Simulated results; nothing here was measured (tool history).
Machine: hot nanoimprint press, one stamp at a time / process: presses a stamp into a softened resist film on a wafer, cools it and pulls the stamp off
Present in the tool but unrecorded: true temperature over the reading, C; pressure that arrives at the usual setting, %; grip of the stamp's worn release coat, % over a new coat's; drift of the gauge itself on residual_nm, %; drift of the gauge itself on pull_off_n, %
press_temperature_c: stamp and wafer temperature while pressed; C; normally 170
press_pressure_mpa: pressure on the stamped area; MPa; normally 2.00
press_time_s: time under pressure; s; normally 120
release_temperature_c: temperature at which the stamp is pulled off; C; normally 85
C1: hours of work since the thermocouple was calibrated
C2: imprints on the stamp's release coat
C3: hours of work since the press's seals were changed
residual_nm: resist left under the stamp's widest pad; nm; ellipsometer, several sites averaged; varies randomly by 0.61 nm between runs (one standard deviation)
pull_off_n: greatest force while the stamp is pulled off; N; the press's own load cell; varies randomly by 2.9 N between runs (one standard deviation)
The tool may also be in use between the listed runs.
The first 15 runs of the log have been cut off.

Run 16, hour 467.0: usual settings but press_pressure_mpa 2.19 MPa, release_temperature_c 92 C; C1 26; C2 725; C3 640. Result: residual_nm 97.5 nm, pull_off_n 143 N.
Run 17, hour 487.8: usual settings but press_temperature_c 181 C, press_pressure_mpa 2.19 MPa, press_time_s 237 s, release_temperature_c 92 C; C1 43; C2 786; C3 656. Result: residual_nm 43.5 nm, pull_off_n 145 N.
Run 18, hour 531.5: usual settings but press_temperature_c 172 C, press_time_s 106 s, release_temperature_c 81 C; C1 78; C2 914; C3 691. Result: residual_nm 96.2 nm, pull_off_n 160 N.
Run 19, hour 567.3: usual settings but press_pressure_mpa 2.66 MPa, release_temperature_c 80 C; C1 106; C2 1018; C3 720. Result: residual_nm 91.1 nm, pull_off_n 153 N.
Run 20, hour 587.3: usual settings but press_pressure_mpa 2.60 MPa, press_time_s 129 s; C1 122; C2 1077; C3 736. Result: residual_nm 87.6 nm, pull_off_n 154 N.
Run 21, hour 614.2: usual settings but press_temperature_c 180 C, press_pressure_mpa 1.56 MPa, press_time_s 194 s, release_temperature_c 91 C; C1 144; C2 1156; C3 757. Result: residual_nm 59.0 nm, pull_off_n 152 N.
Run 22, hour 637.6: usual settings but press_temperature_c 180 C, press_pressure_mpa 1.56 MPa, press_time_s 194 s, release_temperature_c 91 C; C1 162; C2 1224; C3 776. Result: residual_nm 58.1 nm, pull_off_n 154 N.
Run 23, hour 659.4: usual settings but press_temperature_c 173 C, press_pressure_mpa 1.56 MPa, press_time_s 194 s, release_temperature_c 91 C; C1 180; C2 1288; C3 793. Result: residual_nm 79.9 nm, pull_off_n 152 N.
Run 24, hour 700.9: usual settings but press_pressure_mpa 1.56 MPa, press_time_s 194 s, release_temperature_c 84 C; C1 213; C2 1409; C3 827. Result: residual_nm 90.6 nm, pull_off_n 160 N.
Run 25, hour 733.9: usual settings but press_pressure_mpa 1.56 MPa, press_time_s 194 s, release_temperature_c 84 C; C1 239; C2 1505; C3 853. Result: residual_nm 90.6 nm, pull_off_n 163 N.
Run 26, hour 766.9: usual settings but press_temperature_c 180 C, press_pressure_mpa 1.40 MPa, release_temperature_c 73 C; C1 266; C2 1602; C3 879. Result: residual_nm 75.1 nm, pull_off_n 171 N.
Run 27, hour 794.2: usual settings but release_temperature_c 71 C; C1 287; C2 1682; C3 901. Result: residual_nm 97.6 nm, pull_off_n 178 N.
Run 28, hour 832.1: usual settings but press_time_s 118 s, release_temperature_c 73 C; C1 318; C2 1792; C3 931. Result: residual_nm 99.9 nm, pull_off_n 184 N.
At hour 843.5: stamp cleaned and given a new release coat.
Run 29, hour 866.8: usual settings but press_temperature_c 181 C, press_pressure_mpa 2.24 MPa, press_time_s 78 s, release_temperature_c 80 C; C1 341; C2 68; C3 954. Result: residual_nm 69.7 nm, pull_off_n 140 N.

Run 30 is up next; what results do you expect?
Run 30, hour 903.6: usual settings but press_pressure_mpa 1.30 MPa, press_time_s 238 s, release_temperature_c 79 C; C1 370; C2 176; C3 984. Result: residual_nm ?, pull_off_n ?.

residual_nm: 89.0 nm
pull_off_n: 142 N
On a tool with no hidden condition, and with the same random variation, this run would have come out at residual_nm 91.6 nm, pull_off_n 139 N.
